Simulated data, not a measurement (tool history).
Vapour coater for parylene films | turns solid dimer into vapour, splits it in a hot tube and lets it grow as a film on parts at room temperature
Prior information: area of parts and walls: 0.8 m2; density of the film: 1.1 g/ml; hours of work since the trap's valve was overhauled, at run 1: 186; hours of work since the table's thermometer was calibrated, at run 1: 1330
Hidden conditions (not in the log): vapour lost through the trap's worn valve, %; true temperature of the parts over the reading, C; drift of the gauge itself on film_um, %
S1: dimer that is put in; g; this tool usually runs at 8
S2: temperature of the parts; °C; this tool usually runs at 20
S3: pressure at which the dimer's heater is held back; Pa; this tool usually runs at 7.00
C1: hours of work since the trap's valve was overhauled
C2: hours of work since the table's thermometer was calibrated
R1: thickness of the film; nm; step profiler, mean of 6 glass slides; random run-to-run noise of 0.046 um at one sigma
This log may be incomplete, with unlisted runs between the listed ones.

run,day,S1,S2,S3,C1,C2,R1
1,0.000,8,20,7.00,186,1330,4790
2,2.092,8,20,7.00,214,1358,4840
3,4.312,8,20,7.00,244,1387,4760
# day 5.017: table's thermometer calibrated
4,6.162,8,17,7.00,268,15,5550
5,8.200,8,17,7.00,296,43,5670
6,10.904,8,17,7.00,332,79,5510
7,12.275,8,17,7.00,350,97,5550
8,14.379,8,17,7.00,378,125,5580
9,15.858,8,17,7.00,398,145,5600
# day 16.262: trap's valve overhauled
10,17.825,8,17,7.00,21,169,5830
11,19.100,8,17,7.00,38,186,5750
12,20.425,8,20,2.93,56,204,5830
13,21.758,8,20,6.71,74,222,5190
14,23.975,7,20,2.82,103,252,5170
15,25.933,8,20,4.49,130,278,5500
16,28.112,6,15,7.00,159,307,4740
17,30.362,3,18,9.76,189,337,1970
18,32.346,7,29,3.57,215,364,3350
19,34.479,5,12,5.15,244,392,4450
20,36.396,6,15,7.23,270,418,4580
21,37.762,6,15,7.23,288,436,4570
22,39.775,9,21,2.15,315,463,6270
23,41.900,6,15,8.31,343,492,4350
24,43.079,6,15,8.31,359,508,4490
25,44.754,6,15,8.31,382,530,4360

Describe how what the log doesn't record of the tool's condition differs between the last listed run preceding each entry between runs and the first listed run following it.
In the gap between runs 3 and 4: table's thermometer calibrated (day 5.017)
  vapour lost through the trap's worn valve, %: 3.6 -> 3.8; true temperature of the parts over the reading, C: 1.37 -> 0.06
  the result without the hidden state subtracted from the measured one, R1: -460 -> -240 nm
In the gap between runs 9 and 10: trap's valve overhauled (day 16.262)
  vapour lost through the trap's worn valve, %: 5.5 -> 0.3; true temperature of the parts over the reading, C: 0.16 -> 0.18
  the result without the hidden state subtracted from the measured one, R1: -360 -> -60 nm
